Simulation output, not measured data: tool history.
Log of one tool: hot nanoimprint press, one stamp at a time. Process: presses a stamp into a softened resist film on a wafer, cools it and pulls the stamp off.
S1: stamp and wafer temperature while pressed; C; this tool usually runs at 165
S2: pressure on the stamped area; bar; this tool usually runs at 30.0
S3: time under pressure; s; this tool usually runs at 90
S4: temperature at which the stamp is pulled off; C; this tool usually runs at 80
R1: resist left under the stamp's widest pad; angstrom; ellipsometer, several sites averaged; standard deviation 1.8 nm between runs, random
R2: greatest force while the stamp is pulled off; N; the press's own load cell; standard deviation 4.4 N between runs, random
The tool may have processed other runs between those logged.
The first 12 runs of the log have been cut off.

{"run": 13, "day": 5.312, "S1": 165, "S2": 30.0, "S3": 90, "S4": 80, "R1": 3999, "R2": 219}
{"run": 14, "day": 5.692, "S1": 171, "S2": 30.0, "S3": 90, "S4": 80, "R1": 3145, "R2": 218}
{"run": 15, "day": 6.071, "S1": 171, "S2": 30.0, "S3": 90, "S4": 80, "R1": 3137, "R2": 228}
{"run": 16, "day": 6.525, "S1": 165, "S2": 30.0, "S3": 90, "S4": 80, "R1": 3965, "R2": 232}
{"run": 17, "day": 7.112, "S1": 165, "S2": 30.0, "S3": 90, "S4": 80, "R1": 3951, "R2": 221}
{"run": 18, "day": 7.592, "S1": 175, "S2": 19.5, "S3": 136, "S4": 65, "R1": 2827, "R2": 324}
{"run": 19, "day": 8.05, "S1": 155, "S2": 30.0, "S3": 152, "S4": 80, "R1": 5032, "R2": 222}
{"run": 20, "day": 8.438, "S1": 155, "S2": 30.0, "S3": 152, "S4": 80, "R1": 4972, "R2": 225}
{"run": 21, "day": 8.875, "S1": 176, "S2": 35.5, "S3": 178, "S4": 80, "R1": 1788, "R2": 234}
{"run": 22, "day": 9.162, "S1": 176, "S2": 35.5, "S3": 71, "S4": 70, "R1": 2552, "R2": 302}
{"run": 23, "day": 9.679, "S1": 176, "S2": 35.5, "S3": 71, "S4": 70, "R1": 2564, "R2": 304}
{"run": 24, "day": 9.929, "S1": 171, "S2": 25.8, "S3": 71, "S4": 68, "R1": 3658, "R2": 308}
{"run": 25, "day": 10.367, "S1": 171, "S2": 25.8, "S3": 71, "S4": 68, "R1": 3634, "R2": 311}
{"run": 26, "day": 10.683, "S1": 171, "S2": 25.8, "S3": 71, "S4": 68, "R1": 3659, "R2": 317}
{"run": 27, "day": 10.929, "S1": 165, "S2": 20.2, "S3": 90, "S4": 80, "R1": 4644, "R2": 235}
{"run": 28, "day": 11.233, "S1": 165, "S2": 20.2, "S3": 90, "S4": 80, "R1": 4585, "R2": 241}
{"run": 29, "day": 11.625, "S1": 154, "S2": 32.2, "S3": 141, "S4": 82, "R1": 5142, "R2": 229}
{"run": 30, "day": 12.117, "S1": 154, "S2": 32.2, "S3": 141, "S4": 82, "R1": 5162, "R2": 232}
{"run": 31, "day": 12.612, "S1": 154, "S2": 32.2, "S3": 141, "S4": 82, "R1": 5174, "R2": 224}

Alternative continuations, all from the tool just after run 31; predict every row:
{"run": "A", "day": 12.908, "S1": 170, "S2": 32.2, "S3": 141, "S4": 82, "R1": "?", "R2": "?"}
{"run": "B", "day": 12.908, "S1": 154, "S2": 24.1, "S3": 107, "S4": 82, "R1": "?", "R2": "?"}
{"run": "C", "day": 12.908, "S1": 154, "S2": 32.2, "S3": 68, "S4": 70, "R1": "?", "R2": "?"}

run=A R1=2644 R2=232
run=B R1=5782 R2=232
run=C R1=5890 R2=311
With the hidden condition removed and each run's random variation left untouched, the same runs would have given:
run=A R1=2649 R2=204
run=B R1=5805 R2=205
run=C R1=5906 R2=273

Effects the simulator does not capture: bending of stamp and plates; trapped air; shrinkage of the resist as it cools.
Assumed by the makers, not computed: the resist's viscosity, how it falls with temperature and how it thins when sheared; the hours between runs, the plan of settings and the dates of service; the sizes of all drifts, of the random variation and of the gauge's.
